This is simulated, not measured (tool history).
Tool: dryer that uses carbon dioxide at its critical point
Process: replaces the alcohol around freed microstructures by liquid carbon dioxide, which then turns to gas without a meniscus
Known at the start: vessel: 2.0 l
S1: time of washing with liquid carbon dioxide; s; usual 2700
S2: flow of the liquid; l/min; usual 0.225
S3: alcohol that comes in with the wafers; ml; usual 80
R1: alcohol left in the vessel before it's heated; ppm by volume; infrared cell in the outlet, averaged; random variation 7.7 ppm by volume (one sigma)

run	hour	S1	S2	S3	R1
1	0	2700	0.225	80	565
2	17.6	2700	0.345	80	108
3	39.4	2100	0.345	80	312
4	71.1	2100	0.345	80	345
5	101.9	2760	0.225	80	632
6	117.3	2760	0.161	80	1973
7	145	2340	0.225	80	1262
# hour 170.4: inlet filter changed
8	172.5	2700	0.225	57	344
9	187	2700	0.225	57	356
10	215.4	2700	0.138	57	1754
11	248.1	2400	0.225	80	810
12	272.9	2700	0.194	80	896
13	299.3	2700	0.225	80	543
14	321.8	2700	0.225	80	568
15	345.9	2700	0.225	80	603
16	368.1	2700	0.225	80	607
17	392.8	2700	0.225	80	647
18	414.9	2700	0.225	120	934
19	448.4	2700	0.225	120	970
20	481.9	2700	0.225	120	1011
21	501.9	2700	0.225	120	1054
22	519	2700	0.225	120	1099
23	537.8	2700	0.225	120	1138
24	568.8	2700	0.225	120	1157
# hour 602.4: inlet filter changed
25	602.4	3600	0.331	59	165
26	621.2	2040	0.139	80	4613
27	646.7	3600	0.247	41	195
28	678.7	2700	0.225	119	828
29	706.4	2700	0.225	119	831
30	726.7	2700	0.225	119	859
31	753.4	2100	0.301	102	754
32	773.9	2100	0.301	102	770
33	793.1	2100	0.301	102	765

Forecast run 34:
34	814.7	2100	0.301	23	?

R1: 342 ppm by volume
Without the tool's hidden state the same run would have given R1 104 ppm by volume.
